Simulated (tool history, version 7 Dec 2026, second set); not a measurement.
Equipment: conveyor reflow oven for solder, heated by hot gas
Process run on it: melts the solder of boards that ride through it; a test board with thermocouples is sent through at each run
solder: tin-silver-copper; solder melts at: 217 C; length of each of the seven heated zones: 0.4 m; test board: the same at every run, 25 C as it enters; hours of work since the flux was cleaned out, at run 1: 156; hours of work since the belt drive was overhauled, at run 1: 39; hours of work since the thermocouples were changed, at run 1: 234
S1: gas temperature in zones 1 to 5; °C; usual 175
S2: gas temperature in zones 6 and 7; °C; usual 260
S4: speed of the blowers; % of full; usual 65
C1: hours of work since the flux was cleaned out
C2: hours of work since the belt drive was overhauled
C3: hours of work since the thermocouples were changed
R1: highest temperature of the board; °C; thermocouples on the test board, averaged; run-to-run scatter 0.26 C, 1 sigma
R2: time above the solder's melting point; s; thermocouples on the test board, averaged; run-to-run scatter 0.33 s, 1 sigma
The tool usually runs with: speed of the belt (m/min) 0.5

{"run": 1, "day": 0.0, "S1": 175, "S2": 260, "speed of the belt (m/min)": 0.5, "S4": 65, "C1": 156, "C2": 39, "C3": 234, "R1": 247, "R2": 69}
{"run": 2, "day": 0.367, "S1": 175, "S2": 260, "speed of the belt (m/min)": 0.5, "S4": 65, "C1": 162, "C2": 45, "C3": 240, "R1": 247.3, "R2": 68.5}
{"run": 3, "day": 0.738, "S1": 175, "S2": 260, "speed of the belt (m/min)": 0.5, "S4": 65, "C1": 169, "C2": 52, "C3": 247, "R1": 247.1, "R2": 68.8}
{"run": 4, "day": 0.988, "S1": 175, "S2": 260, "speed of the belt (m/min)": 0.5, "S4": 65, "C1": 173, "C2": 56, "C3": 251, "R1": 247.7, "R2": 68.4}
{"run": 5, "day": 1.317, "S1": 175, "S2": 260, "speed of the belt (m/min)": 0.5, "S4": 65, "C1": 179, "C2": 62, "C3": 257, "R1": 246.9, "R2": 68.2}
{"day": 1.521, "done": "belt drive overhauled, speed set with a stopwatch"}
{"run": 6, "day": 1.783, "S1": 175, "S2": 260, "speed of the belt (m/min)": 0.5, "S4": 65, "C1": 184, "C2": 5, "C3": 262, "R1": 247, "R2": 68.2}
{"run": 7, "day": 2.029, "S1": 175, "S2": 260, "speed of the belt (m/min)": 0.5, "S4": 72, "C1": 189, "C2": 9, "C3": 267, "R1": 248, "R2": 69.8}
{"run": 8, "day": 2.312, "S1": 175, "S2": 260, "speed of the belt (m/min)": 0.5, "S4": 72, "C1": 194, "C2": 14, "C3": 272, "R1": 247.9, "R2": 69.9}
{"run": 9, "day": 2.488, "S1": 175, "S2": 258, "speed of the belt (m/min)": 0.454, "S4": 54, "C1": 197, "C2": 17, "C3": 275, "R1": 246.2, "R2": 74.9}
{"day": 2.846, "done": "belt drive overhauled, speed set with a stopwatch, once more"}
{"run": 10, "day": 2.908, "S1": 175, "S2": 273, "speed of the belt (m/min)": 0.462, "S4": 65, "C1": 201, "C2": 1, "C3": 279, "R1": 260.7, "R2": 86.9}
{"run": 11, "day": 3.104, "S1": 175, "S2": 273, "speed of the belt (m/min)": 0.462, "S4": 65, "C1": 205, "C2": 5, "C3": 283, "R1": 260.8, "R2": 86.6}
{"run": 12, "day": 3.35, "S1": 172, "S2": 260, "speed of the belt (m/min)": 0.558, "S4": 67, "C1": 209, "C2": 9, "C3": 287, "R1": 243.8, "R2": 54.9}
{"run": 13, "day": 3.625, "S1": 172, "S2": 260, "speed of the belt (m/min)": 0.558, "S4": 70, "C1": 214, "C2": 14, "C3": 292, "R1": 243.4, "R2": 55.6}
{"run": 14, "day": 3.946, "S1": 172, "S2": 260, "speed of the belt (m/min)": 0.558, "S4": 70, "C1": 219, "C2": 19, "C3": 297, "R1": 243.6, "R2": 54.8}
{"run": 15, "day": 4.158, "S1": 172, "S2": 260, "speed of the belt (m/min)": 0.558, "S4": 70, "C1": 223, "C2": 23, "C3": 301, "R1": 243.7, "R2": 55.7}

Below are 5 alternative next runs, each starting from the tool's condition after run 15. Predict each:
{"run": "A", "day": 4.467, "S1": 185, "S2": 266, "speed of the belt (m/min)": 0.558, "S4": 69, "C1": 229, "C2": 29, "C3": 307, "R1": "?", "R2": "?"}
{"run": "B", "day": 4.467, "S1": 172, "S2": 260, "speed of the belt (m/min)": 0.439, "S4": 80, "C1": 229, "C2": 29, "C3": 307, "R1": "?", "R2": "?"}
{"run": "C", "day": 4.467, "S1": 183, "S2": 273, "speed of the belt (m/min)": 0.558, "S4": 54, "C1": 229, "C2": 29, "C3": 307, "R1": "?", "R2": "?"}
{"run": "D", "day": 4.467, "S1": 175, "S2": 259, "speed of the belt (m/min)": 0.412, "S4": 80, "C1": 229, "C2": 29, "C3": 307, "R1": "?", "R2": "?"}
{"run": "E", "day": 4.467, "S1": 175, "S2": 264, "speed of the belt (m/min)": 0.598, "S4": 65, "C1": 229, "C2": 29, "C3": 307, "R1": "?", "R2": "?"}

run=A R1=251.6 R2=67.9
run=B R1=251.3 R2=82.9
run=C R1=254.5 R2=68.7
run=D R1=251.6 R2=92
run=E R1=244.5 R2=52.3
Without the tool's hidden state the same runs would have given:
run=A R1=253 R2=69.5
run=B R1=252.3 R2=84.6
run=C R1=256 R2=70.1
run=D R1=252.5 R2=93.5
run=E R1=246.2 R2=54.5

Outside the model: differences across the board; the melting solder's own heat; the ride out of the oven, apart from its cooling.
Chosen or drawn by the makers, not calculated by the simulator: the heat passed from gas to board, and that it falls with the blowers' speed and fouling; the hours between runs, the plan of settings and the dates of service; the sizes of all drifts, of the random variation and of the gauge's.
